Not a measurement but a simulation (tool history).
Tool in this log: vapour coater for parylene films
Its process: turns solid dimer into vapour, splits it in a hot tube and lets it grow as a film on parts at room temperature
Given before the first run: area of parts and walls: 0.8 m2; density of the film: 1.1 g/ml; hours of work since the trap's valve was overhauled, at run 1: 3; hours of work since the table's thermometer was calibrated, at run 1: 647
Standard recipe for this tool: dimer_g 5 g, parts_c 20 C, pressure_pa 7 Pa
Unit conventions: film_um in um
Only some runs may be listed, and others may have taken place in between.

run	hour	dimer_g	parts_c	pressure_pa	hours of work since the trap's valve was overhauled	hours of work since the table's thermometer was calibrated	film_um
1	0	5	20	7	3	647	4.08
2	69.6	5	20	9.78	31	675	3.86
3	150.8	5	29	7	65	709	2.91
4	200.4	5	29	7	85	729	2.88
5	238	5	20	7	101	745	4.09
6	316.1	5	20	7	133	777	4.1
# hour 328.2: trap's valve overhauled
7	357.4	5	20	7	12	792	4.02
8	412.9	5	20	7	35	815	3.97
9	465	5	20	7	56	837	3.94
10	538.5	5	20	7	87	867	3.94
# hour 558: trap's valve overhauled, once more
11	626.3	5	20	8.76	28	901	3.98
12	707.1	5	20	8.76	61	935	4.01
# hour 788.1: table's thermometer calibrated
13	789.9	6	23	4.06	95	1	4.82
14	869.6	3	20	7	128	34	2.45
15	922.8	4	25	5.33	150	55	2.85
16	1009.8	4	25	5.33	186	91	2.77
17	1045.9	2	26	4.84	200	106	1.34
18	1108.6	7	16	8.8	226	132	6.22
19	1166.7	4	20	7.69	250	156	3.13
20	1245.4	8	20	4.1	282	188	6.88
# hour 1281.2: trap's valve overhauled
21	1289.4	8	20	4.1	3	205	7.39
22	1331	8	20	4.1	21	222	7.39

5 options for the next run, each taken on its own from the tool as it stands now. Forecast them:
A	1369.9	2	12	9.04	37	238	?
B	1369.9	8	20	7	37	238	?
C	1369.9	4	23	3.47	37	238	?
D	1369.9	9	14	7.28	37	238	?
E	1369.9	8	26	6.47	37	238	?

run	film_um
A	2.16
B	6.61
C	3.35
D	9.25
E	5.35
With the hidden condition removed and each run's random variation left untouched, the same runs would have given:
run	film_um
A	2.16
B	6.61
C	3.35
D	9.24
E	5.34

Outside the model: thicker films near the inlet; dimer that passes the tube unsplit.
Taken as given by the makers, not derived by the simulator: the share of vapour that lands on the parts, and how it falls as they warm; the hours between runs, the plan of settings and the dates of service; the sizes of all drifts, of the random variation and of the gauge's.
